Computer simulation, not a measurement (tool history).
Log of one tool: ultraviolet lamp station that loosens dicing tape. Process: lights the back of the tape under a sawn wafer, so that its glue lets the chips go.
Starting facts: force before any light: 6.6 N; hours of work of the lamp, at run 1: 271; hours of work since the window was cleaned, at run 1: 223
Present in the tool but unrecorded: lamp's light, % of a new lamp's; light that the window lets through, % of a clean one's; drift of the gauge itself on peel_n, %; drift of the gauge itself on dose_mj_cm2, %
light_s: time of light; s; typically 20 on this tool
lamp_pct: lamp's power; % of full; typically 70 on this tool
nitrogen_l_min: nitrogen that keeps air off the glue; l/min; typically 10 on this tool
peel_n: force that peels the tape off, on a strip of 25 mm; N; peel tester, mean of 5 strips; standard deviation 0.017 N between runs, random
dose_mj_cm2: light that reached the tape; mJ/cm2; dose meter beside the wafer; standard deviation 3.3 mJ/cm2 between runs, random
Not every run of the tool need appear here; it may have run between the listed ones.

run,hour,light_s,lamp_pct,nitrogen_l_min,hours of work of the lamp,hours of work since the window was cleaned,peel_n,dose_mj_cm2
1,0.0,20,70,10,271,223,1.034,459
2,49.8,20,70,10,299,251,1.006,455
3,118.8,20,70,10,338,290,1.075,446
4,171.4,20,70,10,367,319,1.042,440
5,230.8,20,70,10,401,353,1.073,433
6,298.9,20,70,10,439,391,1.119,429
7,348.7,20,70,10,467,419,1.155,419
# hour 359.0: window cleaned of glue's vapour
8,414.3,20,70,10,504,31,1.250,406
9,474.4,20,70,10,537,65,1.255,397
10,508.0,20,70,10,556,84,1.276,393
11,555.8,20,70,10,583,111,1.333,387
12,600.2,20,70,10,608,136,1.306,386
13,647.9,20,70,11,635,163,1.287,381
14,676.5,20,70,11,651,179,1.351,373
# hour 684.3: window cleaned of glue's vapour, once more
15,733.6,20,70,10,683,28,1.088,433
16,787.4,20,70,10,713,58,1.117,431
17,852.7,20,70,10,750,95,1.126,422
18,895.6,20,73,10,774,119,1.147,435
19,956.1,20,73,10,808,153,1.156,425
20,1019.0,20,70,11,844,188,1.180,411
21,1080.8,21,62,11,878,223,1.313,371
22,1126.6,24,62,16,904,249,0.916,421
23,1169.8,27,79,3,928,273,1.394,588
24,1238.6,32,89,10,967,312,0.311,780
25,1304.1,32,89,10,1004,349,0.326,754
26,1352.2,20,79,6,1031,376,1.537,419
27,1383.9,20,86,13,1049,394,0.899,458
# hour 1438.1: window cleaned of glue's vapour
28,1450.5,11,68,10,1086,7,2.568,212
29,1492.6,17,69,5,1110,31,2.238,330
30,1551.3,17,80,19,1143,64,1.055,370
31,1596.6,12,88,13,1168,89,1.843,287
32,1625.4,24,77,5,1185,105,1.307,493
33,1665.8,24,77,5,1207,128,1.366,499
34,1705.4,24,77,5,1230,150,1.377,490
35,1770.3,24,66,5,1266,187,1.713,413
36,1831.2,24,95,5,1300,221,1.003,587
37,1877.7,11,66,3,1327,247,3.981,181
38,1910.1,11,66,3,1345,266,4.006,183

Selected run-to-run steps in peel_n, each split into two signed amounts: the part the tool would show with no hidden state at all (from settings, incoming material and random variation), and the remainder, which goes to the hidden state together with any gauge scatter not common to the measured and the hidden-state-free results:
Run 23 -> 24: light_s 27 -> 32, lamp_pct 79 -> 89, nitrogen_l_min 3 -> 10. peel_n -1.083 N: hidden state -0.388, all else -0.695.
Run 25 -> 26: light_s 32 -> 20, lamp_pct 89 -> 79, nitrogen_l_min 10 -> 6. peel_n +1.211 N: hidden state +0.479, all else +0.732.
Run 27 -> 28: light_s 20 -> 11, lamp_pct 86 -> 68, nitrogen_l_min 13 -> 10, window cleaned of glue's vapour. peel_n +1.669 N: hidden state +0.133, all else +1.536.
Run 36 -> 37: light_s 24 -> 11, lamp_pct 95 -> 66, nitrogen_l_min 5 -> 3. peel_n +2.978 N: hidden state +0.285, all else +2.693.
